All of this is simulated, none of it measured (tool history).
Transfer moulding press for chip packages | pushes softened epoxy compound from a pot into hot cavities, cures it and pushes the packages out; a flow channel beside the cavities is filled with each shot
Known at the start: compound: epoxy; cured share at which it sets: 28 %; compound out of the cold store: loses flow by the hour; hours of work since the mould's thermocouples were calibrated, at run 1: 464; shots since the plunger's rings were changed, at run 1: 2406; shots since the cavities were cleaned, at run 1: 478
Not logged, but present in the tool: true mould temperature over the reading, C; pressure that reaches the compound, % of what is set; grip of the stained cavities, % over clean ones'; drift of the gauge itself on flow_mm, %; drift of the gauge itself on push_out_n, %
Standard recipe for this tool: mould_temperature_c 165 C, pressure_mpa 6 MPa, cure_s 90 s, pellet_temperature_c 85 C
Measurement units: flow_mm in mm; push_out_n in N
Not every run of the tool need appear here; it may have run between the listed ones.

run   hour  mould_temperature_c  pressure_mpa  cure_s  pellet_temperature_c  hours of work since the mould's thermocouples were calibrated  shots since the plunger's rings were changed  shots since the cavities were cleaned  incoming compound's hours out of the cold store  flow_mm  push_out_n
  1      0                  165             6      90                    85                                                            464                                          2406                                    478                                              8.7      877         617
      52.7  -- cavities cleaned with cleaning compound and waxed
  2   52.7                  165             6      90                    85                                                            495                                          3043                                      0                                             41.2      800         865
  3   87.4                  165             6      90                    85                                                            517                                          3476                                    433                                             23.7      834         847
     144.6  -- cavities cleaned with cleaning compound and waxed
  4  151.3                  165             6      90                    85                                                            556                                          4252                                     82                                             29.1      819         415
  5  203.3                  165             6      90                    85                                                            588                                          4900                                    730                                             46.1      775         615
     237.6  -- cavities cleaned with cleaning compound and waxed
  6    258                  165             6      90                    85                                                            621                                          5562                                    253                                             41.8      779         455
  7  303.7                  165             6      90                    85                                                            650                                          6132                                    823                                              9.3      856         644
     315.5  -- mould's thermocouples calibrated
       330  -- cavities cleaned with cleaning compound and waxed
     340.1  -- cavities cleaned with cleaning compound and waxed, once more
     342.6  -- plunger's sealing rings changed
  8  365.7                  165          6.46      90                    85                                                             28                                           288                                    288                                             12.4      917         559
  9  398.3                  165          6.46      90                    85                                                             48                                           694                                    694                                               43      834         637
     435.7  -- cavities cleaned with cleaning compound and waxed
 10  442.3                  165          6.46      90                    85                                                             75                                          1223                                     83                                             34.8      853         426
 11    475                  165          6.46      90                    85                                                             95                                          1630                                    490                                             21.2      882         590
 12    504                  165          6.71      87                    82                                                            113                                          1991                                    851                                             22.5      896         744
     527.3  -- cavities cleaned with cleaning compound and waxed
 13  538.1                  165             6      90                    80                                                            133                                          2397                                    135                                             11.1      872         495
 14  600.8                  165          5.82      90                    84                                                            172                                          3178                                    916                                             32.5      806         668
     617.3  -- cavities cleaned with cleaning compound and waxed
 15  656.5                  158             6      90                    85                                                            206                                          3852                                    487                                             43.3      818        1025
 16  685.2                  158             6      90                    85                                                            224                                          4210                                    845                                             17.9      876        1276
     708.1  -- cavities cleaned with cleaning compound and waxed
 17  739.9                  168          7.25     116                    89                                                            257                                          4872                                    396                                             40.1      856         355
 18  779.5                  168          7.25     116                    89                                                            282                                          5364                                    888                                             47.1      833         428
       801  -- cavities cleaned with cleaning compound and waxed
 19  828.3                  172          7.25     116                    82                                                            311                                          5954                                    341                                             39.5      839         340
 20    859                  173          6.82     112                    82                                                            330                                          6336                                    723                                             31.7      828         386
     878.6  -- plunger's sealing rings changed
       896  -- cavities cleaned with cleaning compound and waxed
 21  902.7                  173          5.72      85                    94                                                            355                                           280                                     82                                               39      768         306

5 ways to go on from here, each from the tool as it stands after run 21. What would each give?
  A   938                  173          5.72      72                    94                                                            377                                           721                                    523                                             40.3        ?           ?
  B   938                  160             6      84                    92                                                            377                                           721                                    523                                             25.4        ?           ?
  C   938                  173          5.16      90                    85                                                            377                                           721                                    523                                             14.3        ?           ?
  D   938                  168          6.01     127                    94                                                            377                                           721                                    523                                             22.8        ?           ?
  E   938                  173          7.02     107                    92                                                            377                                           721                                    523                                             28.8        ?           ?

run  flow_mm  push_out_n
  A      760         515
  B      870        1041
  C      779         371
  D      840         365
  E      871         368
Had the tool no hidden state, the same runs would have come out as:
run  flow_mm  push_out_n
  A      765         352
  B      876         714
  C      784         247
  D      847         244
  E      877         246

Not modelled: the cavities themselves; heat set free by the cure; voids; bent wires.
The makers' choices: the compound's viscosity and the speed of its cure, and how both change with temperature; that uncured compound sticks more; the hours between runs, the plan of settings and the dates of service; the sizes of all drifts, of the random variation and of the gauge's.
